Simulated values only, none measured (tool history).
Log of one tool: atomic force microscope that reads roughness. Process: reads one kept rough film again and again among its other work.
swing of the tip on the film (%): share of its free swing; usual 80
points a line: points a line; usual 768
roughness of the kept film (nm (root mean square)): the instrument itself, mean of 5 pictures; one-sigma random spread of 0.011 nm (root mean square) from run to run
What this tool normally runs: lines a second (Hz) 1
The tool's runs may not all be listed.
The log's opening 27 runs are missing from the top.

run	hour	lines a second (Hz)	swing of the tip on the film (%)	points a line	pictures with this tip	hours of work since the height scale was calibrated	roughness of the kept film (nm (root mean square))
28	620	0.7	63	444	176	413	1.981
29	633.4	0.7	83	666	192	418	1.86
30	648.3	0.7	83	666	209	424	1.807
# hour 662: new tip fitted
31	672.8	1	80	684	12	434	2.472
32	702.1	1	80	684	46	446	2.342
33	715.5	2.76	69	520	62	451	2.129
34	735.3	2.76	58	721	85	459	2.231
35	762.7	1.45	74	768	117	470	2.051
36	790	1.45	74	339	149	481	1.923
37	813.5	2	61	555	176	490	1.93
38	843.9	3.94	61	980	212	503	1.727
# hour 854.7: new tip fitted
39	872.2	3.94	61	980	20	514	2.382
40	899.6	0.57	76	768	52	525	2.449

Below are 4 alternative next runs, each starting from the tool's condition after run 40. Predict each:
A	927.5	1.28	74	703	85	536	?
B	927.5	1.74	82	355	85	536	?
C	927.5	0.8	80	551	85	536	?
D	927.5	0.57	85	543	85	536	?

run	roughness of the kept film (nm (root mean square))
A	2.199
B	1.99
C	2.233
D	2.225
Had the tool no hidden state, the same runs would have come out as:
run	roughness of the kept film (nm (root mean square))
A	2.56
B	2.318
C	2.6
D	2.592
